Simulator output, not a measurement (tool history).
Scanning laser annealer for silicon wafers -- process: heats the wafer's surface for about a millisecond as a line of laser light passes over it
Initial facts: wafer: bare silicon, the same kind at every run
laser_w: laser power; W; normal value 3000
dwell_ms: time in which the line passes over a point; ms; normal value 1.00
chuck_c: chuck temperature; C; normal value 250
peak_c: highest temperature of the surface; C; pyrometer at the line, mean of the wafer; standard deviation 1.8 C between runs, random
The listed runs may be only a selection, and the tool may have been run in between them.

run   hour  laser_w  dwell_ms  chuck_c  peak_c
  1    0.0     3000      1.00      250     956
  2   10.9     3000      0.88      250     916
  3   22.9     3000      0.88      250     916
  4   36.1     3000      0.88      250     915
  5   51.1     3281      1.00      250    1017
  6   62.7     3000      1.00      220     926
  7   70.7     3000      1.00      220     923
  8   81.8     3000      1.00      220     922
  9   92.8     3000      1.00      220     925
 10  107.8     3000      1.00      220     923
 11  117.8     3000      1.00      250     954
 12  124.2     3000      1.00      250     954
     126.9  -- window over the wafer cleaned
 13  138.7     3000      1.00      275     974
 14  146.3     3000      1.00      275     971
 15  154.3     3000      1.00      275     976
 16  166.8     3000      1.00      260     956
     179.3  -- window over the wafer cleaned, once more
 17  183.2     3000      1.00      260     968
 18  198.8     3000      1.00      260     968
 19  207.9     3000      1.00      260     968
 20  221.7     3000      1.00      260     969
     231.6  -- optics aligned, line set to its width
 21  240.7     3148      0.75      233     893
 22  252.0     2802      1.02      290     968
 23  265.3     2802      1.02      290     970
 24  277.7     3000      1.00      216     932
 25  289.4     2660      1.00      280     917
 26  300.9     3000      1.08      250     993
 27  309.9     3000      1.00      235     953
 28  323.0     3000      0.79      247     889
 29  333.6     3000      0.76      247     883
 30  340.8     3170      1.09      239    1019
 31  347.5     3000      0.77      250     885
 32  357.5     3000      1.00      243     959
 33  364.6     3070      0.79      243     899
 34  376.9     3125      0.94      250     973
 35  384.5     3110      0.94      213     930
 36  393.2     3110      0.94      218     936
 37  403.0     3298      1.24      250    1105
 38  414.6     3298      1.24      250    1109
 39  421.6     3298      1.24      250    1106
 40  435.3     3026      1.03      220     947

The same runs without the tool's hidden state, with the same run-to-run variation:
Hidden conditions of the tool in this case: light that passes the window, % of a clean one's; laser's true power over the reading, %; width of the line over the set one, %; drift of the gauge itself on peak_c, C.
run  peak_c
  1     972
  2     932
  3     932
  4     931
  5    1036
  6     943
  7     940
  8     940
  9     943
 10     941
 11     973
 12     973
 13     997
 14     994
 15     999
 16     980
 17     982
 18     983
 19     982
 20     984
 21     898
 22     973
 23     975
 24     938
 25     922
 26    1000
 27     960
 28     896
 29     889
 30    1028
 31     892
 32     967
 33     907
 34     981
 35     939
 36     945
 37    1116
 38    1121
 39    1117
 40     957
